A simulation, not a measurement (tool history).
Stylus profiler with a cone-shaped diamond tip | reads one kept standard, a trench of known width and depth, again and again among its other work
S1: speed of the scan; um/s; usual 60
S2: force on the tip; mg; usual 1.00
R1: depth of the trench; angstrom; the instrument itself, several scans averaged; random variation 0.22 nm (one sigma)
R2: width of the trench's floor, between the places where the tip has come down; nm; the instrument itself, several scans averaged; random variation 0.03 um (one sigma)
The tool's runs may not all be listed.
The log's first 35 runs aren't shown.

run	hour	S1	S2	R1	R2
36	1341.7	121	0.49	10082.7	42430
37	1376.8	45	1.47	10124.8	43290
38	1407.2	74	0.40	10078.2	42720
39	1459.2	194	0.81	10101.7	42070
40	1508.4	18	0.81	10099.3	43410
41	1544.5	18	0.81	10103.0	43390
42	1570.9	18	0.81	10101.8	43360
43	1601.5	50	0.35	10081.4	42970
44	1636.9	50	0.35	10081.2	42940
45	1682.0	151	0.43	10085.2	41960
46	1729.1	16	1.88	10145.9	43460
47	1753.5	16	1.88	10148.9	43370

Forecast each of these 3 alternatives for the next run:
A	1794.7	238	2.16	?	?
B	1794.7	39	1.80	?	?
C	1794.7	78	0.54	?	?

run	R1	R2
A	10159.5	42360
B	10146.9	43290
C	10091.6	42730
Had the tool no hidden state, the same runs would have come out as:
run	R1	R2
A	10106.6	42880
B	10094.0	43810
C	10039.0	43250
